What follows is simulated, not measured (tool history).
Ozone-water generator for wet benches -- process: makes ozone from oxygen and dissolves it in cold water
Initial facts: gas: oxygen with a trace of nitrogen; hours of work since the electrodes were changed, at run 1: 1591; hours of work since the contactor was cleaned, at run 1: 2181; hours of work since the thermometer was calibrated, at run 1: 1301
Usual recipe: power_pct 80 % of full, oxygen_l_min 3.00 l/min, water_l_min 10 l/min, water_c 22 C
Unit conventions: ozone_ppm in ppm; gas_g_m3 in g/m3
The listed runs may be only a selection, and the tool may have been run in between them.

run,hour,power_pct,oxygen_l_min,water_l_min,water_c,hours of work since the electrodes were changed,hours of work since the contactor was cleaned,hours of work since the thermometer was calibrated,ozone_ppm,gas_g_m3
1,0.0,80,3.00,10,22,1591,2181,1301,25.9,248.5
2,37.9,80,3.00,10,22,1627,2216,1337,25.5,248.0
3,90.2,80,4.68,10,22,1676,2266,1386,24.4,188.8
4,130.3,80,4.68,10,22,1714,2304,1424,24.1,189.3
5,165.3,80,4.68,10,22,1747,2337,1457,24.0,191.8
6,201.7,54,3.00,10,22,1782,2371,1492,20.0,187.5
7,271.2,54,3.00,10,22,1847,2437,1558,19.9,188.2
8,302.8,80,3.00,10,22,1877,2467,1587,25.5,245.4
9,368.5,80,3.00,10,22,1939,2529,1649,25.4,243.5
# hour 374.3: water thermometer calibrated
10,420.3,80,3.00,10,22,1988,2577,43,25.4,243.0
11,474.2,80,3.00,10,22,2039,2628,94,25.5,244.3
12,531.6,73,3.00,10,15,2093,2683,149,26.4,227.4
13,576.4,80,2.22,10,17,2135,2725,191,27.8,286.7
# hour 653.5: water thermometer calibrated, once more
14,653.5,80,2.22,10,17,2208,2797,0,27.9,285.3
15,685.5,80,3.00,10,15,2238,2828,30,28.4,241.8
16,730.4,80,3.00,10,15,2281,2870,73,28.5,246.2
17,787.7,51,3.00,10,22,2335,2924,127,18.6,181.9
18,838.8,51,3.00,10,22,2383,2973,175,18.7,180.2
19,904.9,46,3.00,10,22,2445,3035,238,17.5,168.5
20,959.9,79,3.00,8,22,2497,3087,290,29.2,239.1
21,1019.0,79,3.00,8,22,2553,3143,345,29.5,240.6

What if the next run were any one of these 4? Each begins from the tool's condition after run 21:
A,1056.5,57,3.00,7,30,2589,3178,381,?,?
B,1056.5,80,3.48,10,20,2589,3178,381,?,?
C,1056.5,80,3.00,10,15,2589,3178,381,?,?
D,1056.5,84,3.00,9,22,2589,3178,381,?,?

run,ozone_ppm,gas_g_m3
A,21.3,194.4
B,25.7,222.3
C,27.9,241.5
D,27.9,249.1
With the hidden condition removed and each run's random variation left untouched, the same runs would have given:
run,ozone_ppm,gas_g_m3
A,22.8,202.9
B,28.1,234.7
C,30.4,254.9
D,30.4,263.4
